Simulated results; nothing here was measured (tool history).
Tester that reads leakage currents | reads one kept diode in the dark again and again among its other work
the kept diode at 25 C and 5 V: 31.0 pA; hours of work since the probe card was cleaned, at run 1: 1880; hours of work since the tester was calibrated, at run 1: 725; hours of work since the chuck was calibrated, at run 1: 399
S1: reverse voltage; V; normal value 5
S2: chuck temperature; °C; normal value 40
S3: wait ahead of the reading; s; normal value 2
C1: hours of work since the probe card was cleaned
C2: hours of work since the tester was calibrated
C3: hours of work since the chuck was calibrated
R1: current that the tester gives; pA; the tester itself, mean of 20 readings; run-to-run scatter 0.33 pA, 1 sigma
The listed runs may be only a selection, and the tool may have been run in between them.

{"run": 1, "hour": 0.0, "S1": 5, "S2": 40, "S3": 2, "C1": 1880, "C2": 725, "C3": 399, "R1": 123.99}
{"run": 2, "hour": 39.9, "S1": 5, "S2": 40, "S3": 2, "C1": 1897, "C2": 742, "C3": 416, "R1": 123.6}
{"run": 3, "hour": 79.7, "S1": 5, "S2": 30, "S3": 2, "C1": 1914, "C2": 759, "C3": 433, "R1": 61.4}
{"run": 4, "hour": 120.0, "S1": 5, "S2": 30, "S3": 2, "C1": 1931, "C2": 776, "C3": 450, "R1": 61.9}
{"run": 5, "hour": 149.1, "S1": 5, "S2": 30, "S3": 9.29, "C1": 1944, "C2": 789, "C3": 463, "R1": 61.64}
{"run": 6, "hour": 168.4, "S1": 5, "S2": 30, "S3": 9.29, "C1": 1952, "C2": 797, "C3": 471, "R1": 61.79}
{"run": 7, "hour": 191.1, "S1": 5, "S2": 30, "S3": 9.29, "C1": 1962, "C2": 807, "C3": 481, "R1": 61.9}
{"run": 8, "hour": 233.5, "S1": 5, "S2": 40, "S3": 2, "C1": 1980, "C2": 825, "C3": 499, "R1": 125.44}
{"run": 9, "hour": 255.6, "S1": 5, "S2": 40, "S3": 2, "C1": 1990, "C2": 835, "C3": 508, "R1": 124.96}
{"run": 10, "hour": 290.7, "S1": 15.07, "S2": 40, "S3": 2, "C1": 2005, "C2": 850, "C3": 524, "R1": 246.5}
{"run": 11, "hour": 312.3, "S1": 15.07, "S2": 40, "S3": 2, "C1": 2014, "C2": 859, "C3": 533, "R1": 245.73}
{"run": 12, "hour": 336.6, "S1": 5, "S2": 40, "S3": 2, "C1": 2024, "C2": 869, "C3": 543, "R1": 125.87}
{"run": 13, "hour": 378.2, "S1": 5, "S2": 40, "S3": 2, "C1": 2042, "C2": 887, "C3": 561, "R1": 126.37}
{"run": 14, "hour": 413.2, "S1": 5, "S2": 40, "S3": 2, "C1": 2057, "C2": 902, "C3": 576, "R1": 125.77}
{"run": 15, "hour": 458.7, "S1": 5, "S2": 32, "S3": 2, "C1": 2077, "C2": 922, "C3": 596, "R1": 72.11}
{"run": 16, "hour": 494.7, "S1": 5, "S2": 32, "S3": 2, "C1": 2092, "C2": 937, "C3": 611, "R1": 72.38}
{"run": 17, "hour": 513.8, "S1": 5, "S2": 32, "S3": 2, "C1": 2100, "C2": 945, "C3": 619, "R1": 72.68}
{"run": 18, "hour": 545.1, "S1": 5, "S2": 32, "S3": 2, "C1": 2114, "C2": 959, "C3": 633, "R1": 72.91}
{"run": 19, "hour": 583.1, "S1": 5, "S2": 32, "S3": 2, "C1": 2130, "C2": 975, "C3": 649, "R1": 72.58}
{"run": 20, "hour": 626.8, "S1": 1.98, "S2": 32, "S3": 2, "C1": 2149, "C2": 994, "C3": 668, "R1": 40.9}
{"run": 21, "hour": 665.2, "S1": 1.98, "S2": 32, "S3": 2, "C1": 2165, "C2": 1010, "C3": 684, "R1": 41.24}
{"run": 22, "hour": 692.7, "S1": 5.38, "S2": 40, "S3": 0.53, "C1": 2177, "C2": 1022, "C3": 696, "R1": 135.24}
{"run": 23, "hour": 714.2, "S1": 1.21, "S2": 26, "S3": 6.45, "C1": 2186, "C2": 1031, "C3": 705, "R1": 19.65}
{"run": 24, "hour": 734.2, "S1": 1.21, "S2": 24, "S3": 6.45, "C1": 2195, "C2": 1040, "C3": 714, "R1": 17.02}
{"run": 25, "hour": 757.7, "S1": 1.21, "S2": 24, "S3": 4.67, "C1": 2205, "C2": 1050, "C3": 724, "R1": 17.04}
{"run": 26, "hour": 794.6, "S1": 19.29, "S2": 40, "S3": 2, "C1": 2221, "C2": 1066, "C3": 740, "R1": 293.94}
{"run": 27, "hour": 818.9, "S1": 19.29, "S2": 40, "S3": 2, "C1": 2231, "C2": 1076, "C3": 750, "R1": 295.84}
{"run": 28, "hour": 844.4, "S1": 3.34, "S2": 40, "S3": 0.51, "C1": 2242, "C2": 1087, "C3": 761, "R1": 102.16}
{"run": 29, "hour": 864.9, "S1": 3.34, "S2": 40, "S3": 0.51, "C1": 2251, "C2": 1096, "C3": 770, "R1": 102.16}
{"hour": 878.6, "done": "probe card cleaned and baked"}
{"run": 30, "hour": 911.0, "S1": 3.34, "S2": 40, "S3": 0.51, "C1": 14, "C2": 1115, "C3": 788, "R1": 92.68}
{"run": 31, "hour": 942.3, "S1": 3.34, "S2": 40, "S3": 0.51, "C1": 27, "C2": 1128, "C3": 802, "R1": 93.2}
{"run": 32, "hour": 977.1, "S1": 1.01, "S2": 40, "S3": 0.48, "C1": 42, "C2": 1143, "C3": 817, "R1": 47.86}
{"run": 33, "hour": 1021.8, "S1": 7.01, "S2": 29, "S3": 0.7, "C1": 61, "C2": 1162, "C3": 836, "R1": 57.98}
{"run": 34, "hour": 1066.8, "S1": 11.96, "S2": 42, "S3": 4.38, "C1": 81, "C2": 1181, "C3": 855, "R1": 220.27}
{"run": 35, "hour": 1102.7, "S1": 11.96, "S2": 42, "S3": 4.38, "C1": 96, "C2": 1197, "C3": 871, "R1": 219.74}
{"run": 36, "hour": 1138.9, "S1": 2.06, "S2": 42, "S3": 0.85, "C1": 112, "C2": 1212, "C3": 886, "R1": 83.74}
{"run": 37, "hour": 1171.4, "S1": 2.02, "S2": 32, "S3": 1.55, "C1": 126, "C2": 1226, "C3": 900, "R1": 37.27}
{"run": 38, "hour": 1204.2, "S1": 5, "S2": 20, "S3": 0.61, "C1": 140, "C2": 1240, "C3": 914, "R1": 23.31}
{"run": 39, "hour": 1238.2, "S1": 12.85, "S2": 60, "S3": 0.44, "C1": 154, "C2": 1255, "C3": 929, "R1": 875.68}
{"run": 40, "hour": 1282.6, "S1": 12.85, "S2": 60, "S3": 0.44, "C1": 173, "C2": 1274, "C3": 948, "R1": 873.17}

Consider 4 possible next runs. They are alternatives, not a sequence: every one starts from the tool as it was left by run 40. What does each give?
{"run": "A", "hour": 1325.0, "S1": 2.5, "S2": 38, "S3": 2, "C1": 192, "C2": 1292, "C3": 966, "R1": "?"}
{"run": "B", "hour": 1325.0, "S1": 12.85, "S2": 54, "S3": 2.22, "C1": 192, "C2": 1292, "C3": 966, "R1": "?"}
{"run": "C", "hour": 1325.0, "S1": 1.56, "S2": 60, "S3": 0.44, "C1": 192, "C2": 1292, "C3": 966, "R1": "?"}
{"run": "D", "hour": 1325.0, "S1": 5, "S2": 31, "S3": 2, "C1": 192, "C2": 1292, "C3": 966, "R1": "?"}

run=A R1=68.31
run=B R1=570.12
run=C R1=271.95
run=D R1=57.39
Had the tool no hidden state, the same runs would have come out as:
run=A R1=63.43
run=B R1=534.25
run=C R1=256.35
run=D R1=52.5
